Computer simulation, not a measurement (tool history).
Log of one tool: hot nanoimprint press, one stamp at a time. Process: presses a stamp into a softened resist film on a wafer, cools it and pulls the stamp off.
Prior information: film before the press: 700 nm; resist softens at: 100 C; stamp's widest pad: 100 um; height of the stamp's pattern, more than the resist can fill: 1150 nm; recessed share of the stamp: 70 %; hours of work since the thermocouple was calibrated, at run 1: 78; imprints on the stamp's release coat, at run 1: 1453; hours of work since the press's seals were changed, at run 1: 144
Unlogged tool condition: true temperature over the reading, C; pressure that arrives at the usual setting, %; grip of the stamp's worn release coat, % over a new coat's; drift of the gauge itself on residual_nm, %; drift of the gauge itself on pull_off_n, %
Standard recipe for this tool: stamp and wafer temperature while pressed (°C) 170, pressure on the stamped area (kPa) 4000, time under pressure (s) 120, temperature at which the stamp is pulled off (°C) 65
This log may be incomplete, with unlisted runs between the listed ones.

| run | day | stamp and wafer temperature while pressed (°C) | pressure on the stamped area (kPa) | time under pressure (s) | temperature at which the stamp is pulled off (°C) | hours of work since the thermocouple was calibrated | imprints on the stamp's release coat | hours of work since the press's seals were changed | resist left under the stamp's widest pad (angstrom) | greatest force while the stamp is pulled off (N) |
|---|---|---|---|---|---|---|---|---|---|---|
| 1 | 0.000 | 170 | 4000 | 120 | 65 | 78 | 1453 | 144 | 2637 | 156 |
| 2 | 1.129 | 170 | 4000 | 120 | 65 | 91 | 1530 | 157 | 2636 | 162 |
| 3 | 1.954 | 168 | 4000 | 120 | 65 | 101 | 1586 | 167 | 2808 | 162 |
| 4 | 2.567 | 170 | 4000 | 120 | 65 | 108 | 1628 | 174 | 2630 | 168 |
| 5 | 3.633 | 167 | 4000 | 120 | 65 | 121 | 1700 | 187 | 2920 | 160 |
| 6 | 4.200 | 167 | 4000 | 120 | 65 | 127 | 1739 | 194 | 2918 | 160 |
| 7 | 5.404 | 170 | 4000 | 120 | 65 | 142 | 1821 | 208 | 2652 | 160 |
| 8 | 6.038 | 170 | 4000 | 120 | 65 | 149 | 1864 | 216 | 2636 | 159 |
| 9 | 6.975 | 170 | 4000 | 120 | 65 | 160 | 1928 | 227 | 2644 | 160 |
| 10 | 7.638 | 170 | 4000 | 120 | 65 | 168 | 1974 | 235 | 2653 | 163 |
| 11 | 8.717 | 168 | 4000 | 120 | 65 | 181 | 2047 | 247 | 2828 | 165 |
| 12 | 9.558 | 168 | 4000 | 120 | 65 | 191 | 2105 | 257 | 2837 | 162 |
| 13 | 10.567 | 168 | 4000 | 120 | 65 | 203 | 2173 | 269 | 2811 | 167 |
| 14 | 11.538 | 168 | 4000 | 120 | 65 | 214 | 2239 | 281 | 2845 | 164 |
| 15 | 12.029 | 168 | 4000 | 120 | 65 | 220 | 2273 | 286 | 2832 | 159 |
| 16 | 12.662 | 180 | 4600 | 130 | 71 | 228 | 2316 | 294 | 1687 | 149 |
| 17 | 13.558 | 180 | 4600 | 130 | 71 | 238 | 2377 | 305 | 1668 | 143 |
|  | 14.221 | stamp cleaned and given a new release coat |
| 18 | 14.500 | 169 | 4000 | 120 | 65 | 246 | 19 | 313 | 2714 | 161 |
| 19 | 15.592 | 169 | 4000 | 120 | 59 | 259 | 94 | 326 | 2713 | 169 |
| 20 | 16.379 | 170 | 4000 | 120 | 72 | 269 | 148 | 335 | 2620 | 136 |
| 21 | 17.108 | 170 | 4000 | 120 | 72 | 277 | 197 | 344 | 2615 | 136 |
| 22 | 17.846 | 170 | 4000 | 120 | 72 | 286 | 247 | 352 | 2630 | 142 |
| 23 | 19.012 | 170 | 4000 | 112 | 63 | 300 | 327 | 366 | 2715 | 169 |
| 24 | 19.942 | 170 | 4000 | 112 | 63 | 311 | 390 | 377 | 2677 | 168 |
| 25 | 21.112 | 165 | 3120 | 180 | 73 | 325 | 470 | 391 | 3162 | 137 |
| 26 | 22.225 | 165 | 3120 | 180 | 73 | 338 | 546 | 404 | 3173 | 140 |
| 27 | 23.079 | 165 | 3120 | 180 | 73 | 348 | 604 | 414 | 3127 | 137 |
| 28 | 23.983 | 176 | 6010 | 180 | 73 | 359 | 666 | 425 | 1429 | 137 |
| 29 | 24.692 | 170 | 4000 | 203 | 65 | 367 | 714 | 433 | 2183 | 154 |
| 30 | 25.408 | 162 | 3870 | 186 | 70 | 376 | 763 | 442 | 3105 | 148 |

Hidden state at the last listed run before each entry between runs and at the first one after, where it differs:
Run 17 -> run 18: stamp cleaned and given a new release coat (day 14.221)
  pressure that arrives at the usual setting, %: 99.98 -> 99.97; grip of the stamp's worn release coat, % over a new coat's: 0.7 -> 0

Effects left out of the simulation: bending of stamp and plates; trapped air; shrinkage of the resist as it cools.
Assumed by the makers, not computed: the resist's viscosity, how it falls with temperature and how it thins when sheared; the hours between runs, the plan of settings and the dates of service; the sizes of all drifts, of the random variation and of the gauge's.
